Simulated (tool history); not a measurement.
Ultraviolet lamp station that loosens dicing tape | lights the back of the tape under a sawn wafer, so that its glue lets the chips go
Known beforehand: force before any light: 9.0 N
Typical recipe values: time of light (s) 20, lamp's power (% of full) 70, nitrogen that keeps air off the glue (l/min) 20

| run | hour | time of light (s) | lamp's power (% of full) | nitrogen that keeps air off the glue (l/min) | force that peels the tape off (N) | light that reached the tape (mJ/cm²) |
|---|---|---|---|---|---|---|
| 1 | 0 | 20 | 70 | 20 | 0.7 | 257 |
| 2 | 61 | 34 | 70 | 20 | 0.291 | 440 |
| 3 | 121.5 | 22 | 70 | 20 | 0.609 | 282 |
| 4 | 157.8 | 20 | 68 | 20 | 0.757 | 249 |
| 5 | 241.6 | 20 | 70 | 20 | 0.713 | 257 |
| 6 | 305.5 | 20 | 70 | 20 | 0.739 | 262 |
|  | 310.1 | lamp changed |
| 7 | 357.7 | 20 | 70 | 20 | 0.746 | 258 |
|  | 410.9 | window cleaned of glue's vapour |
| 8 | 430.7 | 20 | 70 | 20 | 0.715 | 258 |
| 9 | 486.1 | 20 | 70 | 20 | 0.752 | 263 |
| 10 | 570.9 | 20 | 70 | 20 | 0.722 | 261 |

For run 11, what comes out?
| 11 | 638.9 | 16 | 70 | 18 | ? | ? |

Run 11 came out at force that peels the tape off (N) 1.159, light that reached the tape (mJ/cm²) 207.
With no hidden state in the tool, this same run would have given force that peels the tape off (N) 1.158, light that reached the tape (mJ/cm²) 207.
